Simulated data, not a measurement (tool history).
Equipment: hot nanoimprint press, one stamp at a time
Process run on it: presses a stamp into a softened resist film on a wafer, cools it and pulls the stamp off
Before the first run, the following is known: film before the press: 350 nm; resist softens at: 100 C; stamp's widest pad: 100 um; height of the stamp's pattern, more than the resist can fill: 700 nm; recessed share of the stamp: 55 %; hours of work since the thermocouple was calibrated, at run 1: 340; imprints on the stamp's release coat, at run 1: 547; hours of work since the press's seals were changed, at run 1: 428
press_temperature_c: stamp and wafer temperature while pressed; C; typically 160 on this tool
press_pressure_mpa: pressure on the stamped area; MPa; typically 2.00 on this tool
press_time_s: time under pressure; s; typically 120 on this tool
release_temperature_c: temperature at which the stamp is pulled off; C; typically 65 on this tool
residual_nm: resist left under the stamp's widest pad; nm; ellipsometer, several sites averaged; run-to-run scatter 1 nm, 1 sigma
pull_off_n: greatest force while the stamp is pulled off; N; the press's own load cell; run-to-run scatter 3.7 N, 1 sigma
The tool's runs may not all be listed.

| run | hour | press_temperature_c | press_pressure_mpa | press_time_s | release_temperature_c | hours of work since the thermocouple was calibrated | imprints on the stamp's release coat | hours of work since the press's seals were changed | residual_nm | pull_off_n |
|---|---|---|---|---|---|---|---|---|---|---|
| 1 | 0.0 | 160 | 2.00 | 120 | 65 | 340 | 547 | 428 | 145.8 | 183 |
| 2 | 21.1 | 160 | 2.00 | 120 | 65 | 349 | 615 | 437 | 145.4 | 179 |
| 3 | 41.0 | 160 | 2.00 | 120 | 65 | 358 | 680 | 446 | 144.8 | 174 |
| 4 | 75.9 | 160 | 2.00 | 120 | 65 | 373 | 793 | 461 | 144.7 | 183 |
| 5 | 113.4 | 160 | 2.00 | 120 | 65 | 389 | 915 | 477 | 144.2 | 178 |
| 6 | 147.5 | 160 | 2.00 | 120 | 65 | 404 | 1025 | 492 | 145.5 | 181 |
| 7 | 175.2 | 160 | 2.00 | 120 | 65 | 416 | 1115 | 504 | 145.3 | 180 |
| 8 | 197.9 | 160 | 2.00 | 120 | 65 | 426 | 1188 | 513 | 145.8 | 182 |
| 9 | 219.5 | 160 | 2.00 | 120 | 65 | 435 | 1258 | 523 | 146.0 | 176 |
| 10 | 238.3 | 160 | 2.00 | 120 | 65 | 443 | 1319 | 531 | 145.4 | 179 |
|  | 263.7 | plate thermocouple calibrated |
| 11 | 263.7 | 160 | 2.00 | 120 | 60 | 0 | 1392 | 541 | 144.6 | 197 |
| 12 | 286.1 | 160 | 2.00 | 122 | 65 | 10 | 1464 | 550 | 143.8 | 176 |
| 13 | 303.2 | 151 | 3.11 | 70 | 59 | 17 | 1520 | 558 | 185.1 | 204 |
| 14 | 320.7 | 151 | 3.11 | 70 | 59 | 25 | 1576 | 565 | 186.3 | 203 |
| 15 | 354.7 | 160 | 2.71 | 73 | 63 | 39 | 1687 | 580 | 144.0 | 189 |
|  | 369.8 | stamp cleaned and given a new release coat |
| 16 | 389.4 | 167 | 3.19 | 104 | 63 | 52 | 64 | 592 | 93.1 | 181 |
| 17 | 418.2 | 167 | 3.19 | 104 | 63 | 64 | 157 | 605 | 92.3 | 188 |
| 18 | 455.7 | 154 | 1.77 | 120 | 69 | 81 | 278 | 621 | 188.7 | 158 |
| 19 | 482.6 | 154 | 1.77 | 120 | 69 | 92 | 366 | 633 | 188.8 | 166 |
| 20 | 514.7 | 154 | 1.77 | 120 | 69 | 106 | 470 | 647 | 189.9 | 163 |
| 21 | 555.0 | 148 | 1.21 | 120 | 67 | 124 | 600 | 664 | 263.7 | 169 |
| 22 | 576.7 | 148 | 1.81 | 120 | 73 | 133 | 671 | 674 | 223.7 | 144 |
| 23 | 608.5 | 148 | 1.81 | 120 | 73 | 147 | 774 | 687 | 227.2 | 146 |

Branching from run 23: 3 alternative next runs. What would each branch give?
| A | 631.5 | 148 | 1.81 | 100 | 73 | 157 | 848 | 697 | ? | ? |
| B | 631.5 | 170 | 2.00 | 66 | 65 | 157 | 848 | 697 | ? | ? |
| C | 631.5 | 153 | 1.35 | 120 | 53 | 157 | 848 | 697 | ? | ? |

| run | residual_nm | pull_off_n |
|---|---|---|
| A | 238.9 | 149 |
| B | 129.9 | 182 |
| C | 222.0 | 225 |
Without the tool's unlogged condition, the same runs would have read:
| run | residual_nm | pull_off_n |
|---|---|---|
| A | 238.7 | 148 |
| B | 129.8 | 181 |
| C | 221.8 | 224 |
